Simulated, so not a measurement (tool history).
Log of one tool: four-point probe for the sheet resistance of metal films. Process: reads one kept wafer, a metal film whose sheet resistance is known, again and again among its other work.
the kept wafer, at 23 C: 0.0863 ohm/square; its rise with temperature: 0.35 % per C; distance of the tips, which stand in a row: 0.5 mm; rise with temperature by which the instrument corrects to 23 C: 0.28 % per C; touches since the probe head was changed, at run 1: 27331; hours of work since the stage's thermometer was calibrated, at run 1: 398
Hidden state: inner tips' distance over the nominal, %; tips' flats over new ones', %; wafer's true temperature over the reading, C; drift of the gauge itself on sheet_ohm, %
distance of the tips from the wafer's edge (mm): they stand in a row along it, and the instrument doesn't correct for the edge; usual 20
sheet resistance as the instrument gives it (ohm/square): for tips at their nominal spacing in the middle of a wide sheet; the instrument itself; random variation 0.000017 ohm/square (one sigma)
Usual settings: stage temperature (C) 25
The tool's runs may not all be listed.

| run | hour | stage temperature (C) | distance of the tips from the wafer's edge (mm) | touches since the probe head was changed | hours of work since the stage's thermometer was calibrated | sheet resistance as the instrument gives it (ohm/square) |
|---|---|---|---|---|---|---|
| 1 | 0 | 25 | 20 | 27331 | 398 | 0.086755 |
| 2 | 21.9 | 25 | 61 | 28652 | 413 | 0.086758 |
| 3 | 49 | 25 | 61 | 30294 | 432 | 0.086752 |
| 4 | 66 | 25 | 16 | 31317 | 444 | 0.08681 |
| 5 | 86.3 | 25 | 16 | 32548 | 458 | 0.086805 |
| 6 | 111.1 | 25 | 16 | 34045 | 475 | 0.086816 |
| 7 | 141.2 | 30 | 5 | 35861 | 496 | 0.087544 |
| 8 | 170.1 | 30 | 5 | 37611 | 516 | 0.087557 |
| 9 | 198.9 | 20 | 66 | 39348 | 536 | 0.086486 |
| 10 | 213.1 | 21 | 4 | 40209 | 545 | 0.087289 |

4 ways to go on from here, each from the tool as it stands after run 10. What would each give?
| A | 229.9 | 21 | 4 | 41225 | 557 | ? |
| B | 229.9 | 31 | 3 | 41225 | 557 | ? |
| C | 229.9 | 21 | 7 | 41225 | 557 | ? |
| D | 229.9 | 21 | 15 | 41225 | 557 | ? |

| run | sheet resistance as the instrument gives it (ohm/square) |
|---|---|
| A | 0.087278 |
| B | 0.088467 |
| C | 0.086783 |
| D | 0.086641 |
Without the tool's hidden state the same runs would have given:
| run | sheet resistance as the instrument gives it (ohm/square) |
|---|---|
| A | 0.086898 |
| B | 0.088084 |
| C | 0.086406 |
| D | 0.086264 |
